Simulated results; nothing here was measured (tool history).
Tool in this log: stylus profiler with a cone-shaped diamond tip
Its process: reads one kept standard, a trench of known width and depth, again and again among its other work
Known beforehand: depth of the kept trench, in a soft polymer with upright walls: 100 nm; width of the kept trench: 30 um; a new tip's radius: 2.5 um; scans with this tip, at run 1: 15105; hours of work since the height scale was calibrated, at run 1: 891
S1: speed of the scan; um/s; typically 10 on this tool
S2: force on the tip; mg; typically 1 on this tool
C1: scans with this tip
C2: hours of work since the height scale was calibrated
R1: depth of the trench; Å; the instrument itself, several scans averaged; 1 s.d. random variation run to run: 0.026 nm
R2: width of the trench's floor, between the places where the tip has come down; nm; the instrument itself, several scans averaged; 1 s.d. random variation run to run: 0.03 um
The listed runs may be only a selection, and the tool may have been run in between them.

run    hour  S1    S2     C1    C2      R1     R2
  1       0  10     1  15105   891  1008.4  28060
  2    47.3  10     1  15319   921  1008.4  28050
  3   107.3  10     1  15589   960  1009.2  28040
  4   152.6  10     1  15793   989    1009  28050
  5   210.6  10     1  16055  1025  1009.3  27980
  6     281  10     1  16372  1070  1009.8  27990
  7   355.2  10     1  16707  1118  1009.6  28040
  8   430.8  10     1  17048  1166  1009.5  28050
      502.1  -- height scale calibrated on a step standard
  9   507.4  10     1  17390     3  1004.9  28010
 10   555.3  10     1  17606    34  1004.9  28050
 11   628.2  10     1  17935    80  1005.4  28050
 12   688.9  10     1  18209   119  1005.7  27990
 13   757.7  10     1  18519   163  1005.9  27950
 14   794.8  10     1  18686   187  1005.8  27980
 15   867.7  10     1  19015   233  1005.7  27870
 16   929.3  10     1  19292   272  1006.6  27940
 17    1013  10     1  19670   326  1006.4  27950
 18    1070  10     1  19927   362  1006.8  27870
 19  1141.7  10     1  20250   408  1006.1  27920
 20  1193.3  10     1  20483   440  1006.5  27950
 21  1233.4  10     1  20663   466  1006.9  27860
 22  1304.6  10     1  20984   511  1007.2  27910
 23  1346.4  10  0.74  21173   538  1006.5  27880
 24  1407.2  10  0.74  21447   577  1006.2  27870
 25  1471.1  17     1  21735   617  1007.4  27870
 26  1542.1   6  2.98  22055   663  1012.6  27940
 27  1625.1   6  2.98  22429   716  1012.9  27920
 28  1664.5   2  1.18  22607   741  1008.4  27970
 29  1721.7  18  0.99  22865   777  1008.5  27810
 30  1801.6   5  0.35  23225   828  1005.6  27870
 31  1843.6  10  0.82  23414   855  1008.1  27870
 32  1924.1   6  0.61  23777   906  1007.8  27850
 33  1961.6  16     1  23946   930  1008.8  27780
 34  1999.5  28  2.66  24117   954  1013.4  27800
 35  2063.1  28  2.66  24404   995    1013  27770
 36  2109.2  28  2.66  24612  1024  1013.7  27740
 37  2148.5  38  0.98  24789  1049  1008.8  27530
 38  2220.8   3  0.34  25115  1095  1007.2  27890
 39  2272.8   3  0.34  25349  1128  1007.3  27830
 40  2344.1   3  0.34  25671  1174  1007.4  27900
 41  2381.1  32   0.4  25838  1197  1007.6  27390
     2399.4  -- height scale calibrated on a step standard
 42  2452.8  23  0.67  26158    34  1003.4  27680
 43  2534.3  20  2.71  26526    86  1009.4  27740
 44  2575.9  21  1.63  26714   113  1006.3  27720
 45  2613.8  17  0.53  26884   137    1003  27620
 46  2685.5  10  2.19  27207   182  1008.1  27790

Take each entry between the runs: how does the hidden state at the last listed run before it differ from the hidden state at the first listed run after it?
Runs 8 to 9: height scale calibrated on a step standard (hour 502.1)
  radius of the tip, um: 4.55 -> 4.6; height scale over the true one, %: 0.517 -> 0.034
  what was measured, less what the result would be without the hidden state, R1: +5.2 -> +0.4 Å; R2: -500 -> -510 nm
Runs 41 to 42: height scale calibrated on a step standard (hour 2399.4)
  radius of the tip, um: 5.65 -> 5.69; height scale over the true one, %: 0.527 -> -0.015
  what was measured, less what the result would be without the hidden state, R1: +5.3 -> -0.1 Å; R2: -720 -> -720 nm

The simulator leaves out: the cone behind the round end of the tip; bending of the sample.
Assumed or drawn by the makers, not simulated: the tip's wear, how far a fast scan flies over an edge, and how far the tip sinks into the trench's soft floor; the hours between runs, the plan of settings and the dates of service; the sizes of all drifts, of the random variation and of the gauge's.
